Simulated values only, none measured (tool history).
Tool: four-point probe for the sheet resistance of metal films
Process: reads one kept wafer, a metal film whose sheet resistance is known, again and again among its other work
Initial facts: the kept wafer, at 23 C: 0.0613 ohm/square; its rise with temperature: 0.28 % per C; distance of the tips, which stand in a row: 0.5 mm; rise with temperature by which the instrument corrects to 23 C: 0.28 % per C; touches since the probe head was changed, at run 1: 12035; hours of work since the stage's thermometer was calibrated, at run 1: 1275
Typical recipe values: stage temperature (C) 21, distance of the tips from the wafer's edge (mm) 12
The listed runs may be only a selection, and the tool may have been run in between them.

run   hour  stage temperature (C)  distance of the tips from the wafer's edge (mm)  touches since the probe head was changed  hours of work since the stage's thermometer was calibrated  sheet resistance as the instrument gives it (ohm/square)
  1    0.0                     21                                               12                                     12035                                                        1275                                                  0.061432
  2   23.3                     21                                               12                                     12473                                                        1293                                                  0.061414
  3   33.5                     21                                               49                                     12665                                                        1301                                                  0.061345
  4   48.7                     21                                               49                                     12952                                                        1312                                                  0.061347
  5   71.4                     21                                               18                                     13378                                                        1330                                                  0.061361
  6   93.8                     21                                               18                                     13799                                                        1347                                                  0.061382
  7  106.3                     21                                               18                                     14035                                                        1356                                                  0.061359
  8  118.5                     21                                               18                                     14264                                                        1366                                                  0.061362
  9  129.2                     21                                               18                                     14466                                                        1374                                                  0.061345
 10  145.6                     21                                               18                                     14773                                                        1386                                                  0.061372
 11  164.9                     21                                               12                                     15137                                                        1401                                                  0.061402
 12  183.6                     23                                               12                                     15489                                                        1415                                                  0.061418
 13  206.5                     23                                               37                                     15919                                                        1433                                                  0.061361
 14  229.2                     23                                               46                                     16348                                                        1450                                                  0.061308
 15  250.5                     23                                               46                                     16748                                                        1466                                                  0.061343
 16  260.9                     29                                                4                                     16944                                                        1474                                                  0.061829
 17  282.9                     33                                                4                                     17357                                                        1491                                                  0.061840
 18  296.8                     30                                                5                                     17619                                                        1502                                                  0.061640
 19  314.8                     30                                                5                                     17957                                                        1515                                                  0.061663
 20  338.0                     30                                                5                                     18393                                                        1533                                                  0.061627
 21  351.4                     22                                               12                                     18647                                                        1543                                                  0.061376
 22  371.2                     25                                               57                                     19019                                                        1559                                                  0.061330
 23  393.6                     31                                                7                                     19440                                                        1576                                                  0.061480
 24  405.1                     28                                                3                                     19657                                                        1584                                                  0.062206
 25  424.7                     28                                                3                                     20026                                                        1599                                                  0.062213

4 options for the next run, each taken on its own from the tool as it stands now. Forecast them:
  A  441.9                     30                                               12                                     20348                                                        1612                                                         ?
  B  441.9                     22                                               50                                     20348                                                        1612                                                         ?
  C  441.9                     23                                                3                                     20348                                                        1612                                                         ?
  D  441.9                     28                                               32                                     20348                                                        1612                                                         ?

run  sheet resistance as the instrument gives it (ohm/square)
  A                                                  0.061347
  B                                                  0.061299
  C                                                  0.062225
  D                                                  0.061325
Stripped of hidden state, with their random variation kept, the same runs would have yielded:
run  sheet resistance as the instrument gives it (ohm/square)
  A                                                  0.061345
  B                                                  0.061294
  C                                                  0.062221
  D                                                  0.061322
